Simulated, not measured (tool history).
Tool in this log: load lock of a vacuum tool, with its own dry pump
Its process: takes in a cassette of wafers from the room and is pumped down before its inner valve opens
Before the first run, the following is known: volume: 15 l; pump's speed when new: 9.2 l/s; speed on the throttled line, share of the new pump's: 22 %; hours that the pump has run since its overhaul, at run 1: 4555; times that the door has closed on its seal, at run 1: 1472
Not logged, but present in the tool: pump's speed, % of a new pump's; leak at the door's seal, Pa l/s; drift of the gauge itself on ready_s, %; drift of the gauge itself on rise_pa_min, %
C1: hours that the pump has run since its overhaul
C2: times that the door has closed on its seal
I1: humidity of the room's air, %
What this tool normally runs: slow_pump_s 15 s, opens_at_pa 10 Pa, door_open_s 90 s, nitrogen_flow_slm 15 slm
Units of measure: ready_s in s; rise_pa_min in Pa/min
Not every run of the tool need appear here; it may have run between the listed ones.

{"run": 1, "hour": 0.0, "slow_pump_s": 15, "opens_at_pa": 10, "door_open_s": 90, "nitrogen_flow_slm": 15, "C1": 4555, "C2": 1472, "I1": 47, "ready_s": 27.9, "rise_pa_min": 0.084}
{"run": 2, "hour": 264.8, "slow_pump_s": 15, "opens_at_pa": 10, "door_open_s": 90, "nitrogen_flow_slm": 15, "C1": 4819, "C2": 2041, "I1": 47, "ready_s": 28.3, "rise_pa_min": 0.091}
{"run": 3, "hour": 705.0, "slow_pump_s": 15, "opens_at_pa": 10, "door_open_s": 90, "nitrogen_flow_slm": 36, "C1": 5260, "C2": 2988, "I1": 46.8, "ready_s": 27.6, "rise_pa_min": 0.068}
{"run": 4, "hour": 1146.3, "slow_pump_s": 15, "opens_at_pa": 10, "door_open_s": 90, "nitrogen_flow_slm": 36, "C1": 5701, "C2": 3938, "I1": 47.4, "ready_s": 27.6, "rise_pa_min": 0.075}
{"run": 5, "hour": 1575.9, "slow_pump_s": 15, "opens_at_pa": 10, "door_open_s": 90, "nitrogen_flow_slm": 36, "C1": 6130, "C2": 4862, "I1": 46, "ready_s": 28.7, "rise_pa_min": 0.081}
{"run": 6, "hour": 1876.5, "slow_pump_s": 15, "opens_at_pa": 10, "door_open_s": 90, "nitrogen_flow_slm": 36, "C1": 6431, "C2": 5508, "I1": 47.1, "ready_s": 28.3, "rise_pa_min": 0.091}
{"run": 7, "hour": 2194.0, "slow_pump_s": 15, "opens_at_pa": 10, "door_open_s": 90, "nitrogen_flow_slm": 15, "C1": 6749, "C2": 6191, "I1": 47, "ready_s": 28.2, "rise_pa_min": 0.118}
{"run": 8, "hour": 2662.6, "slow_pump_s": 15, "opens_at_pa": 10, "door_open_s": 90, "nitrogen_flow_slm": 15, "C1": 7217, "C2": 7199, "I1": 41.9, "ready_s": 28.4, "rise_pa_min": 0.114}
{"run": 9, "hour": 3105.0, "slow_pump_s": 15, "opens_at_pa": 10, "door_open_s": 90, "nitrogen_flow_slm": 15, "C1": 7660, "C2": 8151, "I1": 45.9, "ready_s": 28.7, "rise_pa_min": 0.128}
{"run": 10, "hour": 3318.7, "slow_pump_s": 15, "opens_at_pa": 10, "door_open_s": 90, "nitrogen_flow_slm": 15, "C1": 7873, "C2": 8611, "I1": 45.3, "ready_s": 29, "rise_pa_min": 0.126}
{"run": 11, "hour": 3768.1, "slow_pump_s": 15, "opens_at_pa": 10, "door_open_s": 35, "nitrogen_flow_slm": 15, "C1": 8323, "C2": 9577, "I1": 48.2, "ready_s": 29.3, "rise_pa_min": 0.129}
{"run": 12, "hour": 4102.1, "slow_pump_s": 15, "opens_at_pa": 10, "door_open_s": 90, "nitrogen_flow_slm": 15, "C1": 8657, "C2": 10296, "I1": 44.6, "ready_s": 28.6, "rise_pa_min": 0.157}
{"run": 13, "hour": 4480.2, "slow_pump_s": 15, "opens_at_pa": 11, "door_open_s": 90, "nitrogen_flow_slm": 15, "C1": 9035, "C2": 11109, "I1": 46.1, "ready_s": 28.9, "rise_pa_min": 0.16}
{"run": 14, "hour": 4804.8, "slow_pump_s": 15, "opens_at_pa": 18, "door_open_s": 90, "nitrogen_flow_slm": 15, "C1": 9359, "C2": 11807, "I1": 44.6, "ready_s": 27.5, "rise_pa_min": 0.165}
{"run": 15, "hour": 5115.5, "slow_pump_s": 15, "opens_at_pa": 18, "door_open_s": 90, "nitrogen_flow_slm": 15, "C1": 9670, "C2": 12476, "I1": 45.8, "ready_s": 27.7, "rise_pa_min": 0.172}
{"run": 16, "hour": 5471.7, "slow_pump_s": 15, "opens_at_pa": 10, "door_open_s": 126, "nitrogen_flow_slm": 15, "C1": 10026, "C2": 13242, "I1": 42.6, "ready_s": 29.3, "rise_pa_min": 0.186}
{"run": 17, "hour": 5800.5, "slow_pump_s": 15, "opens_at_pa": 10, "door_open_s": 126, "nitrogen_flow_slm": 15, "C1": 10355, "C2": 13949, "I1": 46.3, "ready_s": 29.9, "rise_pa_min": 0.197}
{"run": 18, "hour": 6134.2, "slow_pump_s": 15, "opens_at_pa": 10, "door_open_s": 90, "nitrogen_flow_slm": 5, "C1": 10689, "C2": 14667, "I1": 42.2, "ready_s": 29.6, "rise_pa_min": 0.217}
{"run": 19, "hour": 6356.4, "slow_pump_s": 9, "opens_at_pa": 10, "door_open_s": 90, "nitrogen_flow_slm": 15, "C1": 10911, "C2": 15145, "I1": 48.3, "ready_s": 25.4, "rise_pa_min": 0.21}
{"run": 20, "hour": 6667.1, "slow_pump_s": 15, "opens_at_pa": 12, "door_open_s": 110, "nitrogen_flow_slm": 18, "C1": 11222, "C2": 15813, "I1": 49.2, "ready_s": 29.7, "rise_pa_min": 0.223}
{"hour": 6871.7, "done": "dry pump taken out, an overhauled one fitted"}
{"run": 21, "hour": 6999.5, "slow_pump_s": 15, "opens_at_pa": 12, "door_open_s": 110, "nitrogen_flow_slm": 18, "C1": 128, "C2": 16515, "I1": 46.9, "ready_s": 26.9, "rise_pa_min": 0.223}
{"run": 22, "hour": 7414.5, "slow_pump_s": 15, "opens_at_pa": 12, "door_open_s": 110, "nitrogen_flow_slm": 18, "C1": 543, "C2": 17408, "I1": 45.7, "ready_s": 26.2, "rise_pa_min": 0.229}
{"run": 23, "hour": 7607.5, "slow_pump_s": 15, "opens_at_pa": 7, "door_open_s": 110, "nitrogen_flow_slm": 18, "C1": 736, "C2": 17823, "I1": 47.7, "ready_s": 28, "rise_pa_min": 0.242}
{"run": 24, "hour": 7819.9, "slow_pump_s": 15, "opens_at_pa": 7, "door_open_s": 110, "nitrogen_flow_slm": 18, "C1": 948, "C2": 18280, "I1": 46.8, "ready_s": 28, "rise_pa_min": 0.243}
{"run": 25, "hour": 8110.0, "slow_pump_s": 15, "opens_at_pa": 10, "door_open_s": 90, "nitrogen_flow_slm": 15, "C1": 1238, "C2": 18904, "I1": 45.7, "ready_s": 27.1, "rise_pa_min": 0.254}
{"run": 26, "hour": 8557.5, "slow_pump_s": 18, "opens_at_pa": 12, "door_open_s": 221, "nitrogen_flow_slm": 5, "C1": 1686, "C2": 19867, "I1": 42.2, "ready_s": 28.9, "rise_pa_min": 0.307}
{"run": 27, "hour": 8777.9, "slow_pump_s": 18, "opens_at_pa": 12, "door_open_s": 187, "nitrogen_flow_slm": 12, "C1": 1906, "C2": 20341, "I1": 44.4, "ready_s": 29.2, "rise_pa_min": 0.298}
{"run": 28, "hour": 9088.7, "slow_pump_s": 15, "opens_at_pa": 10, "door_open_s": 180, "nitrogen_flow_slm": 15, "C1": 2217, "C2": 21009, "I1": 43, "ready_s": 26.8, "rise_pa_min": 0.296}
{"run": 29, "hour": 9460.6, "slow_pump_s": 15, "opens_at_pa": 19, "door_open_s": 90, "nitrogen_flow_slm": 15, "C1": 2589, "C2": 21809, "I1": 46.9, "ready_s": 26.6, "rise_pa_min": 0.296}
{"run": 30, "hour": 9815.6, "slow_pump_s": 15, "opens_at_pa": 18, "door_open_s": 90, "nitrogen_flow_slm": 15, "C1": 2944, "C2": 22573, "I1": 46.9, "ready_s": 26.5, "rise_pa_min": 0.314}
{"run": 31, "hour": 10109.5, "slow_pump_s": 15, "opens_at_pa": 18, "door_open_s": 90, "nitrogen_flow_slm": 15, "C1": 3238, "C2": 23205, "I1": 46.3, "ready_s": 26.6, "rise_pa_min": 0.323}
{"run": 32, "hour": 10420.1, "slow_pump_s": 15, "opens_at_pa": 18, "door_open_s": 90, "nitrogen_flow_slm": 15, "C1": 3548, "C2": 23873, "I1": 45.6, "ready_s": 26.8, "rise_pa_min": 0.325}
{"run": 33, "hour": 10688.0, "slow_pump_s": 13, "opens_at_pa": 10, "door_open_s": 69, "nitrogen_flow_slm": 6, "C1": 3816, "C2": 24450, "I1": 44.6, "ready_s": 26, "rise_pa_min": 0.348}
{"run": 34, "hour": 10923.2, "slow_pump_s": 13, "opens_at_pa": 10, "door_open_s": 69, "nitrogen_flow_slm": 6, "C1": 4052, "C2": 24955, "I1": 40.6, "ready_s": 26.3, "rise_pa_min": 0.343}
{"run": 35, "hour": 11289.9, "slow_pump_s": 13, "opens_at_pa": 10, "door_open_s": 69, "nitrogen_flow_slm": 6, "C1": 4418, "C2": 25744, "I1": 43.2, "ready_s": 27.4, "rise_pa_min": 0.369}
{"run": 36, "hour": 11517.0, "slow_pump_s": 26, "opens_at_pa": 10, "door_open_s": 90, "nitrogen_flow_slm": 23, "C1": 4645, "C2": 26233, "I1": 45.6, "ready_s": 35.9, "rise_pa_min": 0.359}

Here are 3 independent what-if runs from the current tool condition. What would each one return?
{"run": "A", "hour": 11885.3, "slow_pump_s": 11, "opens_at_pa": 10, "door_open_s": 60, "nitrogen_flow_slm": 13, "C1": 5014, "C2": 27025, "I1": 43.7, "ready_s": "?", "rise_pa_min": "?"}
{"run": "B", "hour": 11885.3, "slow_pump_s": 26, "opens_at_pa": 13, "door_open_s": 29, "nitrogen_flow_slm": 23, "C1": 5014, "C2": 27025, "I1": 49.2, "ready_s": "?", "rise_pa_min": "?"}
{"run": "C", "hour": 11885.3, "slow_pump_s": 15, "opens_at_pa": 12, "door_open_s": 90, "nitrogen_flow_slm": 15, "C1": 5014, "C2": 27025, "I1": 45.3, "ready_s": "?", "rise_pa_min": "?"}

run=A ready_s=25.1 rise_pa_min=0.366
run=B ready_s=35.8 rise_pa_min=0.356
run=C ready_s=27.9 rise_pa_min=0.386
Without the tool's unlogged condition, the same runs would have read:
run=A ready_s=23.5 rise_pa_min=0.058
run=B ready_s=34.6 rise_pa_min=0.044
run=C ready_s=26.4 rise_pa_min=0.078

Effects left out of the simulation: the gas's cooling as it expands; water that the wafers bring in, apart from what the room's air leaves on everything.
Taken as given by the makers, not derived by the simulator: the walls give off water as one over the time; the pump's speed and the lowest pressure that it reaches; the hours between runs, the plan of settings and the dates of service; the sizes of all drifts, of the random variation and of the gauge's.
